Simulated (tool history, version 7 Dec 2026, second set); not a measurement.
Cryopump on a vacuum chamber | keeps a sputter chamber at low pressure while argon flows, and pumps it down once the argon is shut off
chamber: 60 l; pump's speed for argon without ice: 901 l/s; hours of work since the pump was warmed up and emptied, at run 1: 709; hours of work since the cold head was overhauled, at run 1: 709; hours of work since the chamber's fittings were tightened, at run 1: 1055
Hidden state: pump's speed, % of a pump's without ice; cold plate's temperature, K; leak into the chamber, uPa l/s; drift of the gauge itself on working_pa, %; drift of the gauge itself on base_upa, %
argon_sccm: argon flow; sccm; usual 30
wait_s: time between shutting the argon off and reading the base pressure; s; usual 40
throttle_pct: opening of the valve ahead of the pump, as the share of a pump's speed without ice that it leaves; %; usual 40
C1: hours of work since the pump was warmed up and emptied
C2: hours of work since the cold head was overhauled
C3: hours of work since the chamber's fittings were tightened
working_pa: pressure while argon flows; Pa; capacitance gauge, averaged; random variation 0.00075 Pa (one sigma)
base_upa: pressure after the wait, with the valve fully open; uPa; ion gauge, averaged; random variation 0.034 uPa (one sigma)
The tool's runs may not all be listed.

{"run": 1, "day": 0.0, "argon_sccm": 30, "wait_s": 40, "throttle_pct": 40, "C1": 709, "C2": 709, "C3": 1055, "working_pa": 0.1485, "base_upa": 3.44}
{"run": 2, "day": 4.1, "argon_sccm": 30, "wait_s": 40, "throttle_pct": 40, "C1": 777, "C2": 777, "C3": 1123, "working_pa": 0.1492, "base_upa": 3.57}
{"run": 3, "day": 7.867, "argon_sccm": 30, "wait_s": 40, "throttle_pct": 40, "C1": 839, "C2": 839, "C3": 1185, "working_pa": 0.1513, "base_upa": 3.71}
{"day": 12.408, "done": "pump warmed up, emptied and cooled again"}
{"run": 4, "day": 12.75, "argon_sccm": 30, "wait_s": 48, "throttle_pct": 40, "C1": 6, "C2": 916, "C3": 1262, "working_pa": 0.1422, "base_upa": 3.18}
{"run": 5, "day": 16.112, "argon_sccm": 30, "wait_s": 48, "throttle_pct": 40, "C1": 61, "C2": 972, "C3": 1318, "working_pa": 0.1419, "base_upa": 3.37}
{"run": 6, "day": 20.008, "argon_sccm": 30, "wait_s": 53, "throttle_pct": 40, "C1": 126, "C2": 1036, "C3": 1382, "working_pa": 0.1436, "base_upa": 3.35}
{"run": 7, "day": 22.796, "argon_sccm": 30, "wait_s": 40, "throttle_pct": 40, "C1": 172, "C2": 1082, "C3": 1428, "working_pa": 0.1441, "base_upa": 3.87}
{"run": 8, "day": 24.8, "argon_sccm": 30, "wait_s": 40, "throttle_pct": 40, "C1": 205, "C2": 1115, "C3": 1461, "working_pa": 0.1443, "base_upa": 3.89}
{"run": 9, "day": 29.096, "argon_sccm": 30, "wait_s": 37, "throttle_pct": 40, "C1": 276, "C2": 1186, "C3": 1532, "working_pa": 0.1458, "base_upa": 4.17}
{"run": 10, "day": 33.117, "argon_sccm": 57, "wait_s": 96, "throttle_pct": 40, "C1": 342, "C2": 1253, "C3": 1599, "working_pa": 0.2749, "base_upa": 3.37}
{"run": 11, "day": 37.038, "argon_sccm": 21, "wait_s": 293, "throttle_pct": 25, "C1": 407, "C2": 1318, "C3": 1664, "working_pa": 0.1614, "base_upa": 2.98}
{"run": 12, "day": 40.225, "argon_sccm": 43, "wait_s": 177, "throttle_pct": 40, "C1": 460, "C2": 1370, "C3": 1716, "working_pa": 0.2113, "base_upa": 3.23}
{"run": 13, "day": 44.708, "argon_sccm": 31, "wait_s": 143, "throttle_pct": 25, "C1": 534, "C2": 1444, "C3": 1790, "working_pa": 0.2401, "base_upa": 3.44}
{"run": 14, "day": 46.979, "argon_sccm": 31, "wait_s": 143, "throttle_pct": 25, "C1": 571, "C2": 1482, "C3": 1828, "working_pa": 0.241, "base_upa": 3.6}

Run 15 comes next. What will it give?
{"run": 15, "day": 51.167, "argon_sccm": 16, "wait_s": 205, "throttle_pct": 40, "C1": 641, "C2": 1551, "C3": 1897, "working_pa": "?", "base_upa": "?"}

Run 15 gave working_pa 0.0785 Pa, base_upa 3.62 uPa.
Without the tool's hidden state the same run would have given working_pa 0.0739 Pa, base_upa 0.63 uPa.

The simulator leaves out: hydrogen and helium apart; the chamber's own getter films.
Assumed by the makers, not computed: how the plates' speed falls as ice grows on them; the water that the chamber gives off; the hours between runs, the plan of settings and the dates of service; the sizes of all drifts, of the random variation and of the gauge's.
